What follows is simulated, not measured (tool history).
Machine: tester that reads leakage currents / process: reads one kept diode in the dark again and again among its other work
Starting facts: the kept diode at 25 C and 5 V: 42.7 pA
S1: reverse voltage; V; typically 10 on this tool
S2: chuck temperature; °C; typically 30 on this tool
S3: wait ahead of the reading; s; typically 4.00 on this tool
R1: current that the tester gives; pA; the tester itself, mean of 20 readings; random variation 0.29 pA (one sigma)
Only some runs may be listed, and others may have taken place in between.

run,hour,S1,S2,S3,R1
1,0.0,10,30,4.00,111.82
2,97.5,10,30,4.00,113.51
# hour 203.9: probe card cleaned and baked
3,275.7,10,30,8.01,96.28
4,401.9,10,30,1.13,98.87
5,542.2,10,30,1.13,100.40
6,696.0,10,25,4.00,67.47

Predict the results of run 7:
7,829.4,17,45,0.40,?

{"run 7": {"R1": 444.28}}
Take away the tool's hidden state, keep the run-to-run variation as it was, and the same run would have given R1 422.28 pA.

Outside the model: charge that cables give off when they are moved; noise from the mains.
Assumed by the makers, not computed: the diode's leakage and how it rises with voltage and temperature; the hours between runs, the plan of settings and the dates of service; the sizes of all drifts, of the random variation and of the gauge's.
